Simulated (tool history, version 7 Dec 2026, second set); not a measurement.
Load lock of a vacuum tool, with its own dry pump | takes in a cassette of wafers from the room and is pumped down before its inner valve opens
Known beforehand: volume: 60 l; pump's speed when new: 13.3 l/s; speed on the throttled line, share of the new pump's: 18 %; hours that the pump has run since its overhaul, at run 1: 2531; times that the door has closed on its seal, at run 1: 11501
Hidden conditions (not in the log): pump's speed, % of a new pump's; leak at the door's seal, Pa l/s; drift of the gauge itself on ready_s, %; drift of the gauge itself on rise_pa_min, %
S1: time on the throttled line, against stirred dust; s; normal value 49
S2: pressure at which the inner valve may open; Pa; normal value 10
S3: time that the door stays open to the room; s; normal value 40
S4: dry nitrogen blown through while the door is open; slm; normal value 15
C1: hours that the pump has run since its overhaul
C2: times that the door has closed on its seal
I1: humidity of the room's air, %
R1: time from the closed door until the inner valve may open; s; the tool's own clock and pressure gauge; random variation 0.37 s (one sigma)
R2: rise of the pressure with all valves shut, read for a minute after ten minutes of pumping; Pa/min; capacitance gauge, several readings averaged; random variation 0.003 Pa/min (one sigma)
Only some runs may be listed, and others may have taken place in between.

{"run": 1, "hour": 0.0, "S1": 49, "S2": 10, "S3": 40, "S4": 15, "C1": 2531, "C2": 11501, "I1": 46.9, "R1": 83.1, "R2": 0.088}
{"run": 2, "hour": 387.9, "S1": 49, "S2": 10, "S3": 40, "S4": 15, "C1": 2919, "C2": 12453, "I1": 48.7, "R1": 83.0, "R2": 0.086}
{"run": 3, "hour": 909.9, "S1": 49, "S2": 10, "S3": 53, "S4": 15, "C1": 3441, "C2": 13734, "I1": 42.5, "R1": 83.1, "R2": 0.092}
{"run": 4, "hour": 1227.9, "S1": 49, "S2": 10, "S3": 53, "S4": 15, "C1": 3759, "C2": 14515, "I1": 46.9, "R1": 83.6, "R2": 0.097}
{"run": 5, "hour": 1496.7, "S1": 49, "S2": 10, "S3": 53, "S4": 15, "C1": 4028, "C2": 15175, "I1": 44.7, "R1": 83.4, "R2": 0.111}
{"run": 6, "hour": 1907.8, "S1": 49, "S2": 10, "S3": 53, "S4": 15, "C1": 4439, "C2": 16184, "I1": 40.3, "R1": 83.4, "R2": 0.109}
{"run": 7, "hour": 2412.6, "S1": 49, "S2": 10, "S3": 53, "S4": 15, "C1": 4944, "C2": 17423, "I1": 41.5, "R1": 83.8, "R2": 0.114}
{"run": 8, "hour": 2865.3, "S1": 49, "S2": 10, "S3": 73, "S4": 15, "C1": 5396, "C2": 18534, "I1": 47.3, "R1": 84.2, "R2": 0.132}
{"run": 9, "hour": 3102.5, "S1": 49, "S2": 10, "S3": 73, "S4": 15, "C1": 5634, "C2": 19116, "I1": 45.1, "R1": 84.7, "R2": 0.129}
{"run": 10, "hour": 3658.9, "S1": 49, "S2": 10, "S3": 73, "S4": 15, "C1": 6190, "C2": 20481, "I1": 44.2, "R1": 84.5, "R2": 0.141}
{"run": 11, "hour": 4024.6, "S1": 49, "S2": 10, "S3": 73, "S4": 15, "C1": 6556, "C2": 21379, "I1": 48.2, "R1": 85.1, "R2": 0.153}
{"run": 12, "hour": 4463.3, "S1": 49, "S2": 10, "S3": 73, "S4": 15, "C1": 6994, "C2": 22456, "I1": 43.2, "R1": 85.0, "R2": 0.157}
{"run": 13, "hour": 4920.9, "S1": 76, "S2": 10, "S3": 40, "S4": 15, "C1": 7452, "C2": 23579, "I1": 46.3, "R1": 106.8, "R2": 0.155}
{"run": 14, "hour": 5308.6, "S1": 76, "S2": 10, "S3": 40, "S4": 15, "C1": 7840, "C2": 24530, "I1": 44.5, "R1": 106.5, "R2": 0.168}
{"run": 15, "hour": 5624.6, "S1": 76, "S2": 10, "S3": 40, "S4": 15, "C1": 8156, "C2": 25306, "I1": 43.9, "R1": 107.1, "R2": 0.171}
{"run": 16, "hour": 5885.4, "S1": 76, "S2": 10, "S3": 40, "S4": 15, "C1": 8416, "C2": 25946, "I1": 45.9, "R1": 107.7, "R2": 0.185}
{"run": 17, "hour": 6275.0, "S1": 49, "S2": 10, "S3": 30, "S4": 15, "C1": 8806, "C2": 26902, "I1": 43.1, "R1": 86.0, "R2": 0.181}
{"run": 18, "hour": 6538.1, "S1": 49, "S2": 10, "S3": 30, "S4": 15, "C1": 9069, "C2": 27548, "I1": 43.9, "R1": 85.8, "R2": 0.186}
{"run": 19, "hour": 7102.5, "S1": 49, "S2": 10, "S3": 30, "S4": 15, "C1": 9634, "C2": 28933, "I1": 41.6, "R1": 85.9, "R2": 0.194}
{"run": 20, "hour": 7516.0, "S1": 49, "S2": 10, "S3": 46, "S4": 41, "C1": 10047, "C2": 29948, "I1": 43.3, "R1": 85.6, "R2": 0.207}
{"run": 21, "hour": 7769.6, "S1": 31, "S2": 17, "S3": 36, "S4": 17, "C1": 10301, "C2": 30570, "I1": 45.7, "R1": 69.2, "R2": 0.219}
{"run": 22, "hour": 8325.6, "S1": 59, "S2": 14, "S3": 40, "S4": 8, "C1": 10857, "C2": 31935, "I1": 44.6, "R1": 92.8, "R2": 0.235}
{"hour": 8471.0, "done": "door's seal changed, seat wiped"}
{"run": 23, "hour": 8618.2, "S1": 64, "S2": 10, "S3": 40, "S4": 15, "C1": 11148, "C2": 361, "I1": 45.2, "R1": 99.0, "R2": 0.032}
{"run": 24, "hour": 8966.8, "S1": 75, "S2": 10, "S3": 40, "S4": 15, "C1": 11496, "C2": 1217, "I1": 44.7, "R1": 108.0, "R2": 0.036}
{"run": 25, "hour": 9212.3, "S1": 75, "S2": 10, "S3": 40, "S4": 15, "C1": 11742, "C2": 1819, "I1": 44.1, "R1": 107.8, "R2": 0.037}
{"run": 26, "hour": 9590.3, "S1": 65, "S2": 8, "S3": 41, "S4": 4, "C1": 12120, "C2": 2747, "I1": 48.3, "R1": 101.5, "R2": 0.064}
{"hour": 9784.4, "done": "dry pump taken out, an overhauled one fitted"}
{"run": 27, "hour": 9983.5, "S1": 65, "S2": 8, "S3": 41, "S4": 4, "C1": 199, "C2": 3697, "I1": 42.8, "R1": 96.6, "R2": 0.058}
{"run": 28, "hour": 10498.9, "S1": 28, "S2": 14, "S3": 41, "S4": 4, "C1": 714, "C2": 4962, "I1": 46.5, "R1": 64.5, "R2": 0.064}
{"run": 29, "hour": 10780.3, "S1": 24, "S2": 14, "S3": 155, "S4": 4, "C1": 996, "C2": 5653, "I1": 42.8, "R1": 60.2, "R2": 0.099}
{"run": 30, "hour": 11093.7, "S1": 64, "S2": 14, "S3": 155, "S4": 33, "C1": 1309, "C2": 6422, "I1": 46.6, "R1": 93.8, "R2": 0.053}
{"run": 31, "hour": 11536.6, "S1": 49, "S2": 12, "S3": 59, "S4": 15, "C1": 1752, "C2": 7509, "I1": 47.0, "R1": 82.3, "R2": 0.063}
{"run": 32, "hour": 12095.5, "S1": 49, "S2": 12, "S3": 59, "S4": 15, "C1": 2311, "C2": 8881, "I1": 50.0, "R1": 82.9, "R2": 0.073}
{"run": 33, "hour": 12453.9, "S1": 49, "S2": 12, "S3": 122, "S4": 42, "C1": 2669, "C2": 9761, "I1": 44.8, "R1": 83.0, "R2": 0.058}
{"run": 34, "hour": 12761.5, "S1": 49, "S2": 10, "S3": 95, "S4": 6, "C1": 2977, "C2": 10516, "I1": 46.8, "R1": 83.7, "R2": 0.101}
{"run": 35, "hour": 13123.2, "S1": 49, "S2": 12, "S3": 95, "S4": 6, "C1": 3339, "C2": 11403, "I1": 47.3, "R1": 83.0, "R2": 0.103}
{"run": 36, "hour": 13700.2, "S1": 49, "S2": 12, "S3": 223, "S4": 4, "C1": 3916, "C2": 12819, "I1": 44.8, "R1": 83.1, "R2": 0.144}
{"run": 37, "hour": 14030.6, "S1": 45, "S2": 12, "S3": 223, "S4": 4, "C1": 4246, "C2": 13630, "I1": 44.8, "R1": 80.5, "R2": 0.146}

Here are 3 independent what-if runs from the current tool condition. What would each one return?
{"run": "A", "hour": 14341.9, "S1": 89, "S2": 13, "S3": 196, "S4": 4, "C1": 4557, "C2": 14394, "I1": 44.8, "R1": "?", "R2": "?"}
{"run": "B", "hour": 14341.9, "S1": 49, "S2": 8, "S3": 40, "S4": 15, "C1": 4557, "C2": 14394, "I1": 45.6, "R1": "?", "R2": "?"}
{"run": "C", "hour": 14341.9, "S1": 49, "S2": 10, "S3": 226, "S4": 30, "C1": 4557, "C2": 14394, "I1": 47.4, "R1": "?", "R2": "?"}

run=A R1=115.3 R2=0.150
run=B R1=85.7 R2=0.088
run=C R1=84.4 R2=0.098
Take away the tool's hidden state, keep each run's random variation, and the runs would have read:
run=A R1=113.5 R2=0.099
run=B R1=83.3 R2=0.036
run=C R1=82.1 R2=0.047

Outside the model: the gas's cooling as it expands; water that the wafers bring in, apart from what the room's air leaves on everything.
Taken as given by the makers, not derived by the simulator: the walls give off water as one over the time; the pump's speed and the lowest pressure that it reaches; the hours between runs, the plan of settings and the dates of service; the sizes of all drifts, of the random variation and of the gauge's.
